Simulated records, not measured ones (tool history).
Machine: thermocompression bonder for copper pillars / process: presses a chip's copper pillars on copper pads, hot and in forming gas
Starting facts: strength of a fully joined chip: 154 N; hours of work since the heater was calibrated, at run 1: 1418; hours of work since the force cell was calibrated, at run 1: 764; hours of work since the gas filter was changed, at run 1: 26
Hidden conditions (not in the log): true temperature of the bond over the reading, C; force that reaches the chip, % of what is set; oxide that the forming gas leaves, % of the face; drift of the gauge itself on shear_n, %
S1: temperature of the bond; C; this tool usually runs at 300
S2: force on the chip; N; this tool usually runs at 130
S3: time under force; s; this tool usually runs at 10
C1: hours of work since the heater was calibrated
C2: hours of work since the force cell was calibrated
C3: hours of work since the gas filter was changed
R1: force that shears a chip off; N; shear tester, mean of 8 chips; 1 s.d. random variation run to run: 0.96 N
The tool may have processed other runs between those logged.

{"run": 1, "hour": 0.0, "S1": 300, "S2": 130, "S3": 10, "C1": 1418, "C2": 764, "C3": 26, "R1": 83.5}
{"run": 2, "hour": 50.5, "S1": 300, "S2": 130, "S3": 6, "C1": 1454, "C2": 800, "C3": 62, "R1": 70.3}
{"hour": 93.4, "done": "heater calibrated with a thermocouple chip"}
{"run": 3, "hour": 98.6, "S1": 300, "S2": 130, "S3": 10, "C1": 4, "C2": 832, "C3": 95, "R1": 83.3}
{"run": 4, "hour": 138.7, "S1": 300, "S2": 189, "S3": 10, "C1": 32, "C2": 861, "C3": 123, "R1": 102.9}
{"run": 5, "hour": 184.7, "S1": 273, "S2": 130, "S3": 10, "C1": 65, "C2": 893, "C3": 156, "R1": 54.8}
{"hour": 212.3, "done": "forming gas filter changed"}
{"run": 6, "hour": 218.5, "S1": 302, "S2": 130, "S3": 10, "C1": 88, "C2": 917, "C3": 4, "R1": 85.9}
{"run": 7, "hour": 241.6, "S1": 302, "S2": 130, "S3": 10, "C1": 104, "C2": 933, "C3": 21, "R1": 83.7}
{"run": 8, "hour": 264.3, "S1": 302, "S2": 130, "S3": 10, "C1": 121, "C2": 949, "C3": 37, "R1": 84.3}
{"run": 9, "hour": 318.6, "S1": 302, "S2": 130, "S3": 10, "C1": 159, "C2": 988, "C3": 75, "R1": 83.4}
{"run": 10, "hour": 346.5, "S1": 302, "S2": 130, "S3": 10, "C1": 179, "C2": 1007, "C3": 95, "R1": 85.6}
{"run": 11, "hour": 379.4, "S1": 300, "S2": 130, "S3": 20, "C1": 202, "C2": 1031, "C3": 118, "R1": 100.6}
{"hour": 425.8, "done": "force cell calibrated"}
{"run": 12, "hour": 430.5, "S1": 300, "S2": 130, "S3": 10, "C1": 237, "C2": 3, "C3": 153, "R1": 83.1}
{"hour": 463.3, "done": "forming gas filter changed"}
{"run": 13, "hour": 479.7, "S1": 300, "S2": 130, "S3": 9, "C1": 272, "C2": 38, "C3": 12, "R1": 79.3}
{"run": 14, "hour": 525.4, "S1": 300, "S2": 130, "S3": 9, "C1": 304, "C2": 70, "C3": 44, "R1": 77.9}
{"run": 15, "hour": 554.4, "S1": 300, "S2": 130, "S3": 9, "C1": 324, "C2": 91, "C3": 64, "R1": 80.3}
{"run": 16, "hour": 604.6, "S1": 300, "S2": 130, "S3": 9, "C1": 360, "C2": 126, "C3": 100, "R1": 78.6}
{"run": 17, "hour": 655.6, "S1": 284, "S2": 148, "S3": 12, "C1": 396, "C2": 162, "C3": 136, "R1": 76.6}
{"run": 18, "hour": 694.0, "S1": 302, "S2": 110, "S3": 16, "C1": 423, "C2": 189, "C3": 163, "R1": 85.7}
{"hour": 714.0, "done": "forming gas filter changed"}
{"run": 19, "hour": 735.9, "S1": 295, "S2": 129, "S3": 16, "C1": 452, "C2": 219, "C3": 15, "R1": 89.1}
{"run": 20, "hour": 770.4, "S1": 277, "S2": 78, "S3": 8, "C1": 477, "C2": 243, "C3": 40, "R1": 34.9}
{"run": 21, "hour": 818.9, "S1": 277, "S2": 117, "S3": 6, "C1": 511, "C2": 278, "C3": 74, "R1": 43.7}
{"run": 22, "hour": 874.5, "S1": 277, "S2": 117, "S3": 6, "C1": 551, "C2": 317, "C3": 114, "R1": 44.0}
{"run": 23, "hour": 919.8, "S1": 277, "S2": 117, "S3": 6, "C1": 583, "C2": 349, "C3": 146, "R1": 43.8}
{"run": 24, "hour": 944.4, "S1": 323, "S2": 117, "S3": 6, "C1": 600, "C2": 366, "C3": 163, "R1": 85.1}
{"hour": 963.1, "done": "forming gas filter changed"}
{"run": 25, "hour": 981.5, "S1": 284, "S2": 142, "S3": 7, "C1": 626, "C2": 392, "C3": 13, "R1": 60.2}
{"run": 26, "hour": 1034.0, "S1": 284, "S2": 142, "S3": 7, "C1": 663, "C2": 429, "C3": 50, "R1": 61.6}
{"run": 27, "hour": 1070.1, "S1": 300, "S2": 130, "S3": 15, "C1": 689, "C2": 455, "C3": 76, "R1": 94.6}

Alternative continuations, all from the tool just after run 27; predict every row:
{"run": "A", "hour": 1105.8, "S1": 289, "S2": 130, "S3": 10, "C1": 714, "C2": 480, "C3": 101, "R1": "?"}
{"run": "B", "hour": 1105.8, "S1": 299, "S2": 107, "S3": 13, "C1": 714, "C2": 480, "C3": 101, "R1": "?"}
{"run": "C", "hour": 1105.8, "S1": 300, "S2": 130, "S3": 8, "C1": 714, "C2": 480, "C3": 101, "R1": "?"}
{"run": "D", "hour": 1105.8, "S1": 297, "S2": 150, "S3": 15, "C1": 714, "C2": 480, "C3": 101, "R1": "?"}
{"run": "E", "hour": 1105.8, "S1": 300, "S2": 79, "S3": 14, "C1": 714, "C2": 480, "C3": 101, "R1": "?"}

run=A R1=69.6
run=B R1=76.9
run=C R1=74.8
run=D R1=100.2
run=E R1=66.1
With no hidden state in the tool, these same runs would have given:
run=A R1=69.5
run=B R1=76.9
run=C R1=74.8
run=D R1=100.2
run=E R1=66.0
